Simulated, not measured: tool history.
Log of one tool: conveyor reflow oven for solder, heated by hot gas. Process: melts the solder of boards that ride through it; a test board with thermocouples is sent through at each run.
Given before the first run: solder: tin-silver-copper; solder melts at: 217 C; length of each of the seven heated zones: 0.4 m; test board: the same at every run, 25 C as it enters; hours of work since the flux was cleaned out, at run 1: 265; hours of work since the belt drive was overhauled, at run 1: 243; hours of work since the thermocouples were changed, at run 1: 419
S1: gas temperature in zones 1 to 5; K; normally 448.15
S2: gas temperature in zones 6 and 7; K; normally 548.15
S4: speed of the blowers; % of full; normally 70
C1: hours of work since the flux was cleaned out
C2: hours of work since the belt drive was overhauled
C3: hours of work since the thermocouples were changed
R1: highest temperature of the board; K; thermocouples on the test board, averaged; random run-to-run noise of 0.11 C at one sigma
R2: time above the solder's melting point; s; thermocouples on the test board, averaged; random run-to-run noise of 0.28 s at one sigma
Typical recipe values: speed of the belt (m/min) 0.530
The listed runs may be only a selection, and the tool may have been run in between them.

{"run": 1, "day": 0.0, "S1": 448.15, "S2": 548.15, "speed of the belt (m/min)": 0.53, "S4": 70, "C1": 265, "C2": 243, "C3": 419, "R1": 533.55, "R2": 75.2}
{"run": 2, "day": 0.45, "S1": 448.15, "S2": 548.15, "speed of the belt (m/min)": 0.53, "S4": 59, "C1": 271, "C2": 250, "C3": 426, "R1": 530.05, "R2": 71.7}
{"run": 3, "day": 0.921, "S1": 448.15, "S2": 548.15, "speed of the belt (m/min)": 0.53, "S4": 51, "C1": 278, "C2": 257, "C3": 433, "R1": 527.15, "R2": 68.3}
{"run": 4, "day": 1.179, "S1": 448.15, "S2": 548.15, "speed of the belt (m/min)": 0.53, "S4": 51, "C1": 282, "C2": 261, "C3": 437, "R1": 526.85, "R2": 68.6}
{"run": 5, "day": 1.404, "S1": 437.15, "S2": 548.15, "speed of the belt (m/min)": 0.53, "S4": 70, "C1": 286, "C2": 264, "C3": 440, "R1": 531.55, "R2": 69.2}
{"run": 6, "day": 1.775, "S1": 437.15, "S2": 548.15, "speed of the belt (m/min)": 0.53, "S4": 70, "C1": 291, "C2": 270, "C3": 446, "R1": 531.55, "R2": 69.6}
{"run": 7, "day": 2.133, "S1": 448.15, "S2": 548.15, "speed of the belt (m/min)": 0.53, "S4": 70, "C1": 297, "C2": 275, "C3": 451, "R1": 533.25, "R2": 75.2}
{"run": 8, "day": 2.362, "S1": 448.15, "S2": 555.15, "speed of the belt (m/min)": 0.53, "S4": 70, "C1": 300, "C2": 278, "C3": 455, "R1": 539.45, "R2": 78.9}
{"run": 9, "day": 2.892, "S1": 448.15, "S2": 555.15, "speed of the belt (m/min)": 0.53, "S4": 70, "C1": 308, "C2": 286, "C3": 463, "R1": 539.35, "R2": 78.8}
{"run": 10, "day": 3.133, "S1": 448.15, "S2": 548.15, "speed of the belt (m/min)": 0.53, "S4": 70, "C1": 312, "C2": 290, "C3": 466, "R1": 533.15, "R2": 74.4}
{"run": 11, "day": 3.642, "S1": 448.15, "S2": 548.15, "speed of the belt (m/min)": 0.53, "S4": 70, "C1": 319, "C2": 298, "C3": 474, "R1": 532.85, "R2": 74.9}
{"run": 12, "day": 3.904, "S1": 448.15, "S2": 548.15, "speed of the belt (m/min)": 0.53, "S4": 70, "C1": 323, "C2": 302, "C3": 478, "R1": 533.05, "R2": 75.1}
{"run": 13, "day": 4.196, "S1": 453.15, "S2": 548.15, "speed of the belt (m/min)": 0.53, "S4": 70, "C1": 328, "C2": 306, "C3": 482, "R1": 533.85, "R2": 77.5}
{"run": 14, "day": 4.421, "S1": 448.15, "S2": 548.15, "speed of the belt (m/min)": 0.53, "S4": 53, "C1": 331, "C2": 309, "C3": 486, "R1": 527.45, "R2": 69.6}
{"run": 15, "day": 4.804, "S1": 436.15, "S2": 543.15, "speed of the belt (m/min)": 0.527, "S4": 72, "C1": 337, "C2": 315, "C3": 492, "R1": 527.35, "R2": 66.3}
{"run": 16, "day": 5.067, "S1": 436.15, "S2": 543.15, "speed of the belt (m/min)": 0.527, "S4": 72, "C1": 341, "C2": 319, "C3": 496, "R1": 527.55, "R2": 66.7}
{"day": 5.358, "done": "flux residue cleaned out of gas plates and filters"}
{"run": 17, "day": 5.512, "S1": 448.15, "S2": 548.15, "speed of the belt (m/min)": 0.532, "S4": 90, "C1": 2, "C2": 323, "C3": 499, "R1": 537.95, "R2": 78.5}
{"run": 18, "day": 6.058, "S1": 457.15, "S2": 548.15, "speed of the belt (m/min)": 0.428, "S4": 90, "C1": 11, "C2": 331, "C3": 507, "R1": 542.75, "R2": 105.9}
{"run": 19, "day": 6.479, "S1": 457.15, "S2": 548.15, "speed of the belt (m/min)": 0.428, "S4": 90, "C1": 17, "C2": 337, "C3": 514, "R1": 542.75, "R2": 105.9}
{"run": 20, "day": 6.808, "S1": 437.15, "S2": 555.15, "speed of the belt (m/min)": 0.425, "S4": 70, "C1": 22, "C2": 342, "C3": 519, "R1": 544.95, "R2": 98.8}
{"run": 21, "day": 7.129, "S1": 437.15, "S2": 555.15, "speed of the belt (m/min)": 0.425, "S4": 70, "C1": 27, "C2": 347, "C3": 523, "R1": 545.05, "R2": 99.0}
{"run": 22, "day": 7.546, "S1": 462.15, "S2": 548.15, "speed of the belt (m/min)": 0.528, "S4": 70, "C1": 33, "C2": 353, "C3": 530, "R1": 535.65, "R2": 83.2}
{"run": 23, "day": 7.812, "S1": 450.15, "S2": 548.15, "speed of the belt (m/min)": 0.528, "S4": 70, "C1": 37, "C2": 357, "C3": 534, "R1": 534.15, "R2": 76.7}
{"run": 24, "day": 8.171, "S1": 450.15, "S2": 542.15, "speed of the belt (m/min)": 0.543, "S4": 59, "C1": 42, "C2": 363, "C3": 539, "R1": 524.95, "R2": 66.8}
{"run": 25, "day": 8.633, "S1": 450.15, "S2": 542.15, "speed of the belt (m/min)": 0.543, "S4": 59, "C1": 49, "C2": 370, "C3": 546, "R1": 524.85, "R2": 67.3}
{"run": 26, "day": 9.142, "S1": 463.15, "S2": 552.15, "speed of the belt (m/min)": 0.421, "S4": 59, "C1": 57, "C2": 377, "C3": 554, "R1": 542.45, "R2": 110.4}

Pick out some run-to-run changes in R1. Of each, how much would a tool without hidden state show as well, from the settings, what came in and chance, and how much is left for the hidden state and any gauge scatter not in both results compared?
Hidden conditions of the tool in this case: heat that the gas passes to the board, % of a clean oven's; belt's true speed, % of the reading; true gas temperature in zones 6 and 7 over the reading, C; drift of the gauge itself on peak_c, C; drift of the gauge itself on liquid_s, %.
Run 4 -> 5: S1 448.15 -> 437.15, S4 51 -> 70. R1 +4.70 K: hidden state -0.30, all else +5.00.
Run 16 -> 17: S1 436.15 -> 448.15, S2 543.15 -> 548.15, speed of the belt (m/min) 0.527 -> 0.532, S4 72 -> 90, flux residue cleaned out of gas plates and filters. R1 +10.40 K: hidden state +0.80, all else +9.60.
Run 25 -> 26: S1 450.15 -> 463.15, S2 542.15 -> 552.15, speed of the belt (m/min) 0.543 -> 0.421. R1 +17.60 K: hidden state +0.00, all else +17.60.
